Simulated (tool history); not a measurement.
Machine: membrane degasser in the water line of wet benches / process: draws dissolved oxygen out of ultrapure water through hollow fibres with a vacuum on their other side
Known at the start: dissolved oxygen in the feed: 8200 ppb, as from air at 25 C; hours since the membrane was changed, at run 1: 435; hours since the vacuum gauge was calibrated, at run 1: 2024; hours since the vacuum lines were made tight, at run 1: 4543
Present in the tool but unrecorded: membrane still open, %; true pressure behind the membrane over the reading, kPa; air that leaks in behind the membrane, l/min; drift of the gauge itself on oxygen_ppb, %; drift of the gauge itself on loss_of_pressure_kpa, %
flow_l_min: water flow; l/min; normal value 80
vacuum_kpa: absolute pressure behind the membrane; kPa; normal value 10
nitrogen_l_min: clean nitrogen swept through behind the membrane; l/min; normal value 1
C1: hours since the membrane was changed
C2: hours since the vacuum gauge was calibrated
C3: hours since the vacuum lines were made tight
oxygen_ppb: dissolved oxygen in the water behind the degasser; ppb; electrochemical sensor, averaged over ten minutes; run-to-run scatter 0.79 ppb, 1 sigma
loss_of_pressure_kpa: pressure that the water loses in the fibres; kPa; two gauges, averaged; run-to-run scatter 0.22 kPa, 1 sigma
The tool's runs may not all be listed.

{"run": 1, "hour": 0.0, "flow_l_min": 80, "vacuum_kpa": 10, "nitrogen_l_min": 1, "C1": 435, "C2": 2024, "C3": 4543, "oxygen_ppb": 853.8, "loss_of_pressure_kpa": 52.32}
{"run": 2, "hour": 84.0, "flow_l_min": 80, "vacuum_kpa": 10, "nitrogen_l_min": 1, "C1": 519, "C2": 2107, "C3": 4627, "oxygen_ppb": 855.2, "loss_of_pressure_kpa": 52.54}
{"run": 3, "hour": 211.1, "flow_l_min": 80, "vacuum_kpa": 10, "nitrogen_l_min": 1, "C1": 646, "C2": 2235, "C3": 4754, "oxygen_ppb": 854.4, "loss_of_pressure_kpa": 52}
{"run": 4, "hour": 336.8, "flow_l_min": 80, "vacuum_kpa": 10, "nitrogen_l_min": 1, "C1": 771, "C2": 2360, "C3": 4880, "oxygen_ppb": 856.7, "loss_of_pressure_kpa": 52.64}
{"run": 5, "hour": 438.0, "flow_l_min": 80, "vacuum_kpa": 10, "nitrogen_l_min": 1, "C1": 873, "C2": 2462, "C3": 4981, "oxygen_ppb": 855.6, "loss_of_pressure_kpa": 52.85}
{"run": 6, "hour": 581.8, "flow_l_min": 80, "vacuum_kpa": 6.6, "nitrogen_l_min": 1, "C1": 1016, "C2": 2605, "C3": 5125, "oxygen_ppb": 453.8, "loss_of_pressure_kpa": 52.43}
{"run": 7, "hour": 672.3, "flow_l_min": 80, "vacuum_kpa": 6.6, "nitrogen_l_min": 1, "C1": 1107, "C2": 2696, "C3": 5215, "oxygen_ppb": 453.3, "loss_of_pressure_kpa": 52.81}
{"run": 8, "hour": 742.0, "flow_l_min": 80, "vacuum_kpa": 6.6, "nitrogen_l_min": 1, "C1": 1177, "C2": 2766, "C3": 5285, "oxygen_ppb": 453.6, "loss_of_pressure_kpa": 52.93}
{"run": 9, "hour": 882.7, "flow_l_min": 80, "vacuum_kpa": 6.6, "nitrogen_l_min": 1, "C1": 1317, "C2": 2906, "C3": 5426, "oxygen_ppb": 454.6, "loss_of_pressure_kpa": 52.77}
{"run": 10, "hour": 977.1, "flow_l_min": 95, "vacuum_kpa": 6.6, "nitrogen_l_min": 1, "C1": 1412, "C2": 3001, "C3": 5520, "oxygen_ppb": 526.1, "loss_of_pressure_kpa": 62.97}
{"run": 11, "hour": 1050.1, "flow_l_min": 83, "vacuum_kpa": 10, "nitrogen_l_min": 1, "C1": 1485, "C2": 3074, "C3": 5593, "oxygen_ppb": 879.5, "loss_of_pressure_kpa": 54.58}
{"run": 12, "hour": 1218.6, "flow_l_min": 83, "vacuum_kpa": 10, "nitrogen_l_min": 1, "C1": 1653, "C2": 3242, "C3": 5761, "oxygen_ppb": 879.6, "loss_of_pressure_kpa": 54.55}
{"run": 13, "hour": 1289.6, "flow_l_min": 80, "vacuum_kpa": 8.2, "nitrogen_l_min": 1, "C1": 1724, "C2": 3313, "C3": 5832, "oxygen_ppb": 648.6, "loss_of_pressure_kpa": 52.74}
{"run": 14, "hour": 1377.5, "flow_l_min": 80, "vacuum_kpa": 10, "nitrogen_l_min": 1, "C1": 1812, "C2": 3401, "C3": 5920, "oxygen_ppb": 857.3, "loss_of_pressure_kpa": 52.75}
{"run": 15, "hour": 1485.6, "flow_l_min": 94, "vacuum_kpa": 10, "nitrogen_l_min": 1, "C1": 1920, "C2": 3509, "C3": 6028, "oxygen_ppb": 964.3, "loss_of_pressure_kpa": 62.53}
{"run": 16, "hour": 1557.1, "flow_l_min": 92, "vacuum_kpa": 10, "nitrogen_l_min": 1, "C1": 1992, "C2": 3581, "C3": 6100, "oxygen_ppb": 949.8, "loss_of_pressure_kpa": 61.25}
{"hour": 1582.9, "done": "seals of the vacuum lines changed"}
{"run": 17, "hour": 1690.5, "flow_l_min": 112, "vacuum_kpa": 16.3, "nitrogen_l_min": 0.67, "C1": 2123, "C2": 3712, "C3": 108, "oxygen_ppb": 2310.5, "loss_of_pressure_kpa": 74.69}
{"run": 18, "hour": 1799.6, "flow_l_min": 80, "vacuum_kpa": 10, "nitrogen_l_min": 1.9, "C1": 2232, "C2": 3821, "C3": 217, "oxygen_ppb": 558, "loss_of_pressure_kpa": 53.03}
{"run": 19, "hour": 1925.2, "flow_l_min": 80, "vacuum_kpa": 10, "nitrogen_l_min": 2.19, "C1": 2358, "C2": 3947, "C3": 342, "oxygen_ppb": 502.2, "loss_of_pressure_kpa": 53.1}
{"run": 20, "hour": 2014.4, "flow_l_min": 80, "vacuum_kpa": 10, "nitrogen_l_min": 2.19, "C1": 2447, "C2": 4036, "C3": 432, "oxygen_ppb": 501.6, "loss_of_pressure_kpa": 53.3}
{"hour": 2023.0, "done": "vacuum gauge calibrated"}
{"run": 21, "hour": 2174.8, "flow_l_min": 80, "vacuum_kpa": 10, "nitrogen_l_min": 2.19, "C1": 2607, "C2": 152, "C3": 591, "oxygen_ppb": 503.4, "loss_of_pressure_kpa": 53.47}
{"run": 22, "hour": 2288.5, "flow_l_min": 70, "vacuum_kpa": 6.8, "nitrogen_l_min": 1.53, "C1": 2721, "C2": 266, "C3": 705, "oxygen_ppb": 325.2, "loss_of_pressure_kpa": 46.84}
{"run": 23, "hour": 2415.7, "flow_l_min": 59, "vacuum_kpa": 10, "nitrogen_l_min": 0.82, "C1": 2848, "C2": 393, "C3": 832, "oxygen_ppb": 795.1, "loss_of_pressure_kpa": 39.09}
{"run": 24, "hour": 2520.2, "flow_l_min": 59, "vacuum_kpa": 10, "nitrogen_l_min": 0.82, "C1": 2952, "C2": 497, "C3": 937, "oxygen_ppb": 795.7, "loss_of_pressure_kpa": 39.43}
{"hour": 2578.4, "done": "vacuum gauge calibrated, once more"}
{"run": 25, "hour": 2643.1, "flow_l_min": 59, "vacuum_kpa": 10, "nitrogen_l_min": 0.82, "C1": 3075, "C2": 65, "C3": 1059, "oxygen_ppb": 788, "loss_of_pressure_kpa": 39.51}
{"run": 26, "hour": 2730.6, "flow_l_min": 55, "vacuum_kpa": 6.1, "nitrogen_l_min": 0.67, "C1": 3162, "C2": 152, "C3": 1147, "oxygen_ppb": 382.9, "loss_of_pressure_kpa": 36.92}
{"run": 27, "hour": 2850.4, "flow_l_min": 80, "vacuum_kpa": 10, "nitrogen_l_min": 0.59, "C1": 3282, "C2": 272, "C3": 1267, "oxygen_ppb": 1157.2, "loss_of_pressure_kpa": 53.3}
{"run": 28, "hour": 2970.7, "flow_l_min": 80, "vacuum_kpa": 10, "nitrogen_l_min": 0.59, "C1": 3402, "C2": 392, "C3": 1387, "oxygen_ppb": 1159.8, "loss_of_pressure_kpa": 53.42}
{"run": 29, "hour": 3079.0, "flow_l_min": 64, "vacuum_kpa": 10, "nitrogen_l_min": 1.79, "C1": 3511, "C2": 501, "C3": 1495, "oxygen_ppb": 480.3, "loss_of_pressure_kpa": 42.89}
{"run": 30, "hour": 3230.9, "flow_l_min": 64, "vacuum_kpa": 10, "nitrogen_l_min": 1.79, "C1": 3662, "C2": 652, "C3": 1647, "oxygen_ppb": 480.5, "loss_of_pressure_kpa": 42.8}
{"run": 31, "hour": 3394.8, "flow_l_min": 64, "vacuum_kpa": 22.9, "nitrogen_l_min": 1.79, "C1": 3826, "C2": 816, "C3": 1811, "oxygen_ppb": 1263.8, "loss_of_pressure_kpa": 43.05}

Below, some changes in oxygen_ppb between adjacent runs. For each, the amount present without the hidden state too (settings, incoming material, random variation) and the amount remaining for the hidden state with gauge scatter not shared by both compared results:
Run 16 -> 17: flow_l_min 92 -> 112, vacuum_kpa 10 -> 16.3, nitrogen_l_min 1 -> 0.67, seals of the vacuum lines changed. oxygen_ppb +1360.7 ppb: hidden state +5.6, all else +1355.1.
Run 17 -> 18: flow_l_min 112 -> 80, vacuum_kpa 16.3 -> 10, nitrogen_l_min 0.67 -> 1.9. oxygen_ppb -1752.5 ppb: hidden state -2.6, all else -1749.9.
Run 24 -> 25: vacuum gauge calibrated, once more. oxygen_ppb -7.7 ppb: hidden state -7, all else -0.7.
Run 30 -> 31: vacuum_kpa 10 -> 22.9. oxygen_ppb +783.3 ppb: hidden state +0.9, all else +782.4.

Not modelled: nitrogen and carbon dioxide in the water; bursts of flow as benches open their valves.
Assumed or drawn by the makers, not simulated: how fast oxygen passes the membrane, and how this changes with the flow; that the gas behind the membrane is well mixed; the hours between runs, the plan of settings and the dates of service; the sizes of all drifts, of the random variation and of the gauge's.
